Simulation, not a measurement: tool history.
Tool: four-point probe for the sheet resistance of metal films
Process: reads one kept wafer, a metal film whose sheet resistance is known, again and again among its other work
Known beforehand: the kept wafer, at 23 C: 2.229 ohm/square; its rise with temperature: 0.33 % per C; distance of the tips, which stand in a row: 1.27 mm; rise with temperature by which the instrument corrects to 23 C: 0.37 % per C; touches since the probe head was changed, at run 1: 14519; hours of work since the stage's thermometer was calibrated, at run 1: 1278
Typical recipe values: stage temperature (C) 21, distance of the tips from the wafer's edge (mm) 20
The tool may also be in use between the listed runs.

run,day,stage temperature (C),distance of the tips from the wafer's edge (mm),touches since the probe head was changed,hours of work since the stage's thermometer was calibrated,sheet resistance as the instrument gives it (ohm/square)
1,0.000,21,20,14519,1278,2.233154
2,1.483,26,20,15570,1294,2.229170
3,2.733,21,20,16454,1307,2.232658
4,3.983,21,20,17339,1321,2.233877
5,5.383,21,20,18329,1336,2.233956
6,6.217,23,20,18919,1345,2.231881
7,6.904,21,37,19406,1352,2.230134
8,8.125,26,20,20269,1365,2.229076
# day 8.629: stage's thermometer calibrated
9,9.588,26,20,21290,10,2.231561
10,10.846,21,11,22182,24,2.247923
11,11.954,21,11,22965,36,2.248474
12,12.762,25,9,23537,45,2.251392
13,14.000,22,18,24413,58,2.237089
# day 14.392: stage's thermometer calibrated, once more
14,14.658,32,21,24864,3,2.219086
15,16.054,32,21,25853,18,2.219454
16,16.800,32,13,26380,26,2.227256
17,17.558,25,20,26917,34,2.226119
18,18.725,32,10,27744,47,2.235435
19,19.917,32,10,28588,60,2.234839
20,20.767,26,27,29188,69,2.224078

Run 21 comes next. What will it give?
21,21.525,32,6,29727,77,?

Run 21 gave sheet resistance as the instrument gives it (ohm/square) 2.268486.
Were there no unlogged condition in the tool, this run, its random variation unchanged, would have produced sheet resistance as the instrument gives it (ohm/square) 2.273282.
